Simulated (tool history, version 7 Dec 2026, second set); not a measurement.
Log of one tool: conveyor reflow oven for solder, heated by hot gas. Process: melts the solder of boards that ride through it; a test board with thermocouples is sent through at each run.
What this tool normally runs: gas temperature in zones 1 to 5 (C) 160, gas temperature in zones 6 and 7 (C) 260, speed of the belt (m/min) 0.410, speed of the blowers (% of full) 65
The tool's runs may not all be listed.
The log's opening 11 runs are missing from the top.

| run | hour | gas temperature in zones 1 to 5 (C) | gas temperature in zones 6 and 7 (C) | speed of the belt (m/min) | speed of the blowers (% of full) | highest temperature of the board (C) | time above the solder's melting point (s) |
|---|---|---|---|---|---|---|---|
| 12 | 229.9 | 160 | 265 | 0.410 | 65 | 246.5 | 55.1 |
| 13 | 258.0 | 160 | 265 | 0.410 | 65 | 246.7 | 56.0 |
| 14 | 272.1 | 160 | 260 | 0.410 | 65 | 242.2 | 50.4 |
| 15 | 285.7 | 160 | 260 | 0.410 | 65 | 242.0 | 50.7 |
| 16 | 298.4 | 160 | 272 | 0.343 | 60 | 257.6 | 78.9 |
| 17 | 312.3 | 160 | 259 | 0.395 | 74 | 243.7 | 55.8 |
| 18 | 339.6 | 160 | 259 | 0.395 | 74 | 244.1 | 56.4 |
| 19 | 354.8 | 171 | 265 | 0.410 | 65 | 248.6 | 61.3 |
| 20 | 376.8 | 149 | 260 | 0.439 | 65 | 237.7 | 38.1 |
| 21 | 397.6 | 160 | 260 | 0.407 | 85 | 245.4 | 56.0 |
| 22 | 421.0 | 160 | 255 | 0.410 | 72 | 239.0 | 47.6 |
| 23 | 439.3 | 174 | 260 | 0.410 | 50 | 241.4 | 54.2 |
| 24 | 452.4 | 152 | 271 | 0.462 | 72 | 246.3 | 46.2 |
|  | 478.3 | flux residue cleaned out of gas plates and filters |
| 25 | 482.9 | 168 | 260 | 0.410 | 79 | 246.1 | 59.1 |
| 26 | 498.8 | 168 | 260 | 0.455 | 52 | 237.2 | 40.6 |
| 27 | 528.7 | 168 | 269 | 0.424 | 53 | 247.4 | 56.4 |
| 28 | 554.8 | 163 | 260 | 0.463 | 57 | 236.7 | 38.1 |
| 29 | 571.2 | 163 | 260 | 0.463 | 57 | 237.0 | 37.9 |
| 30 | 592.4 | 163 | 260 | 0.463 | 57 | 236.8 | 37.9 |

Here are 3 independent what-if runs from the current tool condition. What would each one return?
| A | 621.7 | 160 | 260 | 0.410 | 65 | ? | ? |
| B | 621.7 | 163 | 260 | 0.463 | 64 | ? | ? |
| C | 621.7 | 158 | 260 | 0.420 | 57 | ? | ? |

| run | highest temperature of the board (C) | time above the solder's melting point (s) |
|---|---|---|
| A | 242.0 | 50.5 |
| B | 238.6 | 40.2 |
| C | 239.2 | 44.7 |
Had the tool no hidden state, the same runs would have come out as:
| run | highest temperature of the board (C) | time above the solder's melting point (s) |
|---|---|---|
| A | 242.0 | 50.3 |
| B | 238.7 | 40.1 |
| C | 239.2 | 44.4 |

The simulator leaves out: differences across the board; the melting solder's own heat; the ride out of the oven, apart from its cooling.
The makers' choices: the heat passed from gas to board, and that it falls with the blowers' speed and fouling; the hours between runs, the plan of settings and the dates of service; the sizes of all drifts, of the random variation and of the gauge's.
